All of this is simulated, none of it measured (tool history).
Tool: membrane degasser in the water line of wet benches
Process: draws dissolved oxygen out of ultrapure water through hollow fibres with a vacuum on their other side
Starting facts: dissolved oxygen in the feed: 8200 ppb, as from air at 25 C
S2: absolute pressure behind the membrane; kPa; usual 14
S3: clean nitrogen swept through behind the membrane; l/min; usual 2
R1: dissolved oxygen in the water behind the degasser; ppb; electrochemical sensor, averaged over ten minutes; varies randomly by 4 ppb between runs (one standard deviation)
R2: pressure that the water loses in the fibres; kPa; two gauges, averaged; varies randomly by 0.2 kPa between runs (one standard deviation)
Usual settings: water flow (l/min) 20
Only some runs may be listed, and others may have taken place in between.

Run 1, hour 0: usual settings. Result: R1 392.1 ppb, R2 41.81 kPa.
Run 2, hour 33.2: usual settings. Result: R1 391.9 ppb, R2 41.95 kPa.
Run 3, hour 71.3: usual settings. Result: R1 398 ppb, R2 42.21 kPa.
Run 4, hour 102: usual settings. Result: R1 401.4 ppb, R2 42.25 kPa.
Run 5, hour 135.1: usual settings. Result: R1 401.3 ppb, R2 42.16 kPa.
Run 6, hour 160.4: usual settings but water flow (l/min) 31. Result: R1 640.4 ppb, R2 65.66 kPa.
Run 7, hour 197.5: usual settings but water flow (l/min) 19. Result: R1 371 ppb, R2 40.1 kPa.
Run 8, hour 231.4: usual settings but S2 12.6 kPa. Result: R1 365.7 ppb, R2 42.52 kPa.
Run 9, hour 252.8: usual settings but water flow (l/min) 28, S2 12.6 kPa. Result: R1 541.9 ppb, R2 59.33 kPa.
Run 10, hour 280: usual settings but S3 1.35 l/min. Result: R1 494.6 ppb, R2 42.41 kPa.
Run 11, hour 324.9: usual settings but S2 31.4 kPa. Result: R1 757.8 ppb, R2 42.51 kPa.
Run 12, hour 360.9: usual settings. Result: R1 397.3 ppb, R2 42.24 kPa.
Run 13, hour 388.6: usual settings but S3 1.19 l/min. Result: R1 544 ppb, R2 42.6 kPa.
Run 14, hour 429.8: usual settings. Result: R1 395.1 ppb, R2 42.09 kPa.
Run 15, hour 466.1: usual settings. Result: R1 399.7 ppb, R2 42.77 kPa.
Run 16, hour 495.8: usual settings but S3 2.17 l/min. Result: R1 385.3 ppb, R2 42.82 kPa.
Run 17, hour 539.7: usual settings but S3 2.17 l/min. Result: R1 379 ppb, R2 42.51 kPa.
Run 18, hour 584.5: usual settings but S2 25.7 kPa, S3 1.91 l/min. Result: R1 661.8 ppb, R2 42.47 kPa.
Run 19, hour 622.3: usual settings but water flow (l/min) 18, S3 4.97 l/min. Result: R1 222.7 ppb, R2 38.62 kPa.
Run 20, hour 647.4: usual settings but water flow (l/min) 18, S3 4.97 l/min. Result: R1 231.4 ppb, R2 38.4 kPa.
Run 21, hour 674.8: usual settings but water flow (l/min) 18, S3 4.97 l/min. Result: R1 224.5 ppb, R2 38.33 kPa.
At hour 685.9: seals of the vacuum lines changed.
Run 22, hour 718.5: usual settings but water flow (l/min) 15, S3 1.28 l/min. Result: R1 379.6 ppb, R2 31.81 kPa.
Run 23, hour 741.5: usual settings but water flow (l/min) 29, S2 13.4 kPa, S3 1.38 l/min. Result: R1 696.5 ppb, R2 61.92 kPa.
Run 24, hour 777.3: usual settings but S2 29.7 kPa, S3 2.69 l/min. Result: R1 592.6 ppb, R2 42.8 kPa.
Run 25, hour 812.2: usual settings but S2 12.6 kPa, S3 3.63 l/min. Result: R1 280 ppb, R2 42.7 kPa.
Run 26, hour 839.8: usual settings but water flow (l/min) 29, S2 16.6 kPa, S3 3.54 l/min. Result: R1 515.6 ppb, R2 62.21 kPa.
Run 27, hour 862.3: usual settings but water flow (l/min) 24, S2 11.4 kPa, S3 3.54 l/min. Result: R1 341.5 ppb, R2 51.49 kPa.
Run 28, hour 900.7: usual settings but water flow (l/min) 16. Result: R1 306.4 ppb, R2 34.1 kPa.
Run 29, hour 928.2: usual settings but water flow (l/min) 16. Result: R1 302.5 ppb, R2 34.18 kPa.
Run 30, hour 966.4: usual settings but S2 15.8 kPa, S3 4.73 l/min. Result: R1 284 ppb, R2 42.66 kPa.
Run 31, hour 1011.1: usual settings but water flow (l/min) 14, S2 19.5 kPa, S3 1.28 l/min. Result: R1 489.3 ppb, R2 29.91 kPa.
Run 32, hour 1040.4: usual settings but water flow (l/min) 14, S2 19.5 kPa, S3 1.28 l/min. Result: R1 480.4 ppb, R2 30.3 kPa.

Each row is a separate what-if for the run after 32, all from the same tool condition, not one after another. Results?
Run A, hour 1062.1: usual settings but S2 29.4 kPa. Result: R1 ?, R2 ?.
Run B, hour 1062.1: usual settings but water flow (l/min) 21, S2 17.7 kPa, S3 0.83 l/min. Result: R1 ?, R2 ?.
Run C, hour 1062.1: usual settings but water flow (l/min) 14, S2 13.1 kPa, S3 2.89 l/min. Result: R1 ?, R2 ?.
Run D, hour 1062.1: usual settings but water flow (l/min) 14, S2 19.5 kPa, S3 4.05 l/min. Result: R1 ?, R2 ?.

run     R1     R2
  A  734.5  43.32
  B    886  45.29
  C  198.6  29.92
  D  221.6  30.63
The same runs, with their run-to-run variation unchanged, on a tool lacking any hidden condition would have given:
run     R1     R2
  A  734.4  42.43
  B    886  44.36
  C  198.5   29.3
  D  221.6  30.01
